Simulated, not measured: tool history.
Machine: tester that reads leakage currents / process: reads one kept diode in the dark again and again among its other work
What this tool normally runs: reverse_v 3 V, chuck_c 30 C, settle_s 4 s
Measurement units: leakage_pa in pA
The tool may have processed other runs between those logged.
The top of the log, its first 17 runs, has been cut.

| run | hour | reverse_v | chuck_c | settle_s | hours of work since the probe card was cleaned | hours of work since the tester was calibrated | hours of work since the chuck was calibrated | leakage_pa |
|---|---|---|---|---|---|---|---|---|
| 18 | 962.8 | 1.57 | 30 | 4 | 973 | 710 | 1180 | 179.08 |
| 19 | 1000.5 | 1.57 | 30 | 4 | 994 | 731 | 1201 | 178.87 |
| 20 | 1032 | 5.8 | 30 | 4 | 1011 | 748 | 1218 | 311.76 |
|  | 1040.3 | tester calibrated |
| 21 | 1077.6 | 5.8 | 30 | 4 | 1035 | 21 | 1242 | 311.59 |
| 22 | 1116.5 | 1.66 | 30 | 4 | 1057 | 42 | 1264 | 185.16 |
| 23 | 1166.1 | 9.83 | 38 | 0.76 | 1084 | 69 | 1291 | 702.54 |
| 24 | 1195.1 | 2.35 | 35 | 2.79 | 1100 | 85 | 1307 | 310.12 |
| 25 | 1263.6 | 2.35 | 35 | 2.79 | 1138 | 123 | 1345 | 310.03 |
| 26 | 1334.9 | 2.87 | 21 | 3.16 | 1177 | 162 | 1384 | 117.19 |
| 27 | 1388.2 | 2.87 | 21 | 3.16 | 1206 | 192 | 1414 | 118 |
|  | 1448.8 | tester calibrated, once more |
| 28 | 1457.9 | 2.87 | 21 | 3.16 | 1244 | 5 | 1451 | 118.17 |
| 29 | 1487.2 | 8.9 | 34 | 0.53 | 1260 | 21 | 1467 | 510.2 |
| 30 | 1559.2 | 8.9 | 34 | 7.32 | 1299 | 61 | 1507 | 508.83 |
| 31 | 1622 | 3.85 | 51 | 0.42 | 1334 | 95 | 1541 | 1164.28 |
| 32 | 1686 | 2 | 23 | 0.87 | 1369 | 131 | 1577 | 119.47 |
| 33 | 1742.3 | 13.84 | 50 | 4.94 | 1400 | 162 | 1608 | 1853.17 |
| 34 | 1771.7 | 13.84 | 27 | 1.04 | 1417 | 178 | 1624 | 377.12 |
| 35 | 1808.7 | 3 | 51 | 2.1 | 1437 | 198 | 1644 | 1050.47 |
| 36 | 1861.2 | 3 | 23 | 1.68 | 1466 | 227 | 1673 | 143.92 |
| 37 | 1932.8 | 3 | 30 | 2.68 | 1505 | 267 | 1713 | 242.48 |
| 38 | 1983.1 | 8.19 | 57 | 2.03 | 1533 | 294 | 1740 | 2348.87 |
| 39 | 2022.8 | 8.19 | 57 | 2.03 | 1555 | 316 | 1762 | 2371.44 |
| 40 | 2094.3 | 12.07 | 24 | 2 | 1594 | 356 | 1802 | 290.96 |
| 41 | 2131 | 6.72 | 26 | 0.37 | 1615 | 376 | 1822 | 260.34 |

Branching from run 41: 3 alternative next runs. What would each branch give?
| A | 2199.7 | 1.28 | 31 | 1.84 | 1652 | 414 | 1860 | ? |
| B | 2199.7 | 3.19 | 30 | 0.87 | 1652 | 414 | 1860 | ? |
| C | 2199.7 | 6.72 | 49 | 0.61 | 1652 | 414 | 1860 | ? |

| run | leakage_pa |
|---|---|
| A | 184.63 |
| B | 250.19 |
| C | 1303.8 |
Had the tool no hidden state, the same runs would have come out as:
| run | leakage_pa |
|---|---|
| A | 168.21 |
| B | 224.9 |
| C | 1202.5 |
